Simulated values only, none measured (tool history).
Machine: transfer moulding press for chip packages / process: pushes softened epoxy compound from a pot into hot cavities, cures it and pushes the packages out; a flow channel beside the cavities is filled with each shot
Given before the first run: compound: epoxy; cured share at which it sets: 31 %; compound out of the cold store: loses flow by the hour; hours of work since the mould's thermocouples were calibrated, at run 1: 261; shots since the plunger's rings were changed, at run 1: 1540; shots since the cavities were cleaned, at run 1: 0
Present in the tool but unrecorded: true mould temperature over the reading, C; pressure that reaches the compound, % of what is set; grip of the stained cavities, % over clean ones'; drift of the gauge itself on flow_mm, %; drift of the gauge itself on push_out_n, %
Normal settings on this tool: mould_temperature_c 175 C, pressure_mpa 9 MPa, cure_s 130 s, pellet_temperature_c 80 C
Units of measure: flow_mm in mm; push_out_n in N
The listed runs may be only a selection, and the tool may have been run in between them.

| run | hour | mould_temperature_c | pressure_mpa | cure_s | pellet_temperature_c | hours of work since the mould's thermocouples were calibrated | shots since the plunger's rings were changed | shots since the cavities were cleaned | incoming compound's hours out of the cold store | flow_mm | push_out_n |
|---|---|---|---|---|---|---|---|---|---|---|---|
| 1 | 0 | 175 | 9 | 130 | 80 | 261 | 1540 | 0 | 31.3 | 855 | 423 |
| 2 | 21 | 177 | 9 | 130 | 80 | 273 | 1711 | 171 | 38.7 | 832 | 399 |
| 3 | 37.3 | 177 | 9 | 130 | 80 | 283 | 1844 | 304 | 28.6 | 848 | 394 |
| 4 | 48.5 | 177 | 9 | 130 | 80 | 289 | 1934 | 394 | 23.7 | 858 | 398 |
| 5 | 70.5 | 177 | 9 | 144 | 80 | 302 | 2113 | 573 | 17.7 | 871 | 388 |
| 6 | 83.5 | 175 | 9 | 130 | 71 | 309 | 2218 | 678 | 36.3 | 841 | 427 |
| 7 | 98.5 | 175 | 9 | 130 | 71 | 318 | 2340 | 800 | 26.1 | 866 | 439 |
|  | 108.7 | cavities cleaned with cleaning compound and waxed |
| 8 | 118.8 | 175 | 9 | 130 | 71 | 329 | 2493 | 81 | 22.7 | 864 | 436 |
| 9 | 140.9 | 178 | 9 | 130 | 80 | 342 | 2673 | 261 | 46.9 | 816 | 385 |
| 10 | 158.4 | 178 | 9 | 130 | 80 | 352 | 2815 | 403 | 23.9 | 853 | 391 |
| 11 | 176.7 | 178 | 9 | 130 | 80 | 363 | 2963 | 551 | 41.4 | 826 | 380 |
| 12 | 196.2 | 175 | 8.34 | 130 | 80 | 374 | 3122 | 710 | 21.5 | 834 | 442 |
| 13 | 205.8 | 175 | 7.59 | 130 | 80 | 380 | 3200 | 788 | 11.5 | 813 | 442 |
|  | 218.2 | cavities cleaned with cleaning compound and waxed |
| 14 | 219 | 175 | 7.59 | 130 | 80 | 387 | 3295 | 7 | 28.8 | 789 | 428 |
| 15 | 232.7 | 175 | 7.59 | 130 | 80 | 395 | 3407 | 119 | 34.2 | 776 | 431 |
| 16 | 245.1 | 175 | 7.59 | 130 | 80 | 402 | 3507 | 219 | 33.6 | 784 | 425 |
| 17 | 264.9 | 175 | 9 | 140 | 78 | 414 | 3668 | 380 | 27.6 | 852 | 390 |
|  | 272.3 | plunger's sealing rings changed |
| 18 | 282.3 | 175 | 9 | 140 | 78 | 422 | 81 | 501 | 45.8 | 830 | 402 |
| 19 | 292.5 | 175 | 9 | 140 | 78 | 428 | 164 | 584 | 11.7 | 893 | 405 |
| 20 | 306.2 | 178 | 9 | 140 | 86 | 436 | 276 | 696 | 19.4 | 864 | 381 |
| 21 | 316.5 | 169 | 6.99 | 115 | 80 | 442 | 359 | 779 | 26.2 | 783 | 843 |
|  | 330.6 | cavities cleaned with cleaning compound and waxed |
| 22 | 334.8 | 181 | 8.16 | 158 | 71 | 452 | 496 | 35 | 15.1 | 822 | 347 |
| 23 | 352.4 | 175 | 7.07 | 111 | 80 | 462 | 638 | 177 | 24.6 | 766 | 571 |
| 24 | 364.8 | 175 | 10.56 | 125 | 77 | 470 | 740 | 279 | 15 | 969 | 452 |
| 25 | 384.4 | 175 | 10.56 | 125 | 77 | 481 | 899 | 438 | 17.4 | 946 | 461 |
| 26 | 394.8 | 175 | 8.74 | 130 | 80 | 487 | 983 | 522 | 8 | 887 | 439 |
| 27 | 408.7 | 175 | 8.74 | 130 | 80 | 495 | 1096 | 635 | 12.5 | 871 | 431 |
| 28 | 426.9 | 175 | 8.74 | 130 | 80 | 506 | 1244 | 783 | 9.3 | 884 | 437 |

Here are 3 independent what-if runs from the current tool condition. What would each one return?
|  | 439.1 | cavities cleaned with cleaning compound and waxed |
| A | 439.4 | 168 | 8.74 | 140 | 80 | 512 | 1333 | 2 | 47.5 | ? | ? |
|  | 439.1 | cavities cleaned with cleaning compound and waxed |
| B | 439.4 | 175 | 9 | 130 | 73 | 512 | 1333 | 2 | 27.6 | ? | ? |
|  | 439.1 | cavities cleaned with cleaning compound and waxed |
| C | 439.4 | 178 | 6.9 | 130 | 86 | 512 | 1333 | 2 | 46.7 | ? | ? |

| run | flow_mm | push_out_n |
|---|---|---|
| A | 838 | 559 |
| B | 860 | 428 |
| C | 711 | 375 |
What these runs would have given with no unlogged condition in the tool:
| run | flow_mm | push_out_n |
|---|---|---|
| A | 838 | 562 |
| B | 861 | 429 |
| C | 712 | 375 |
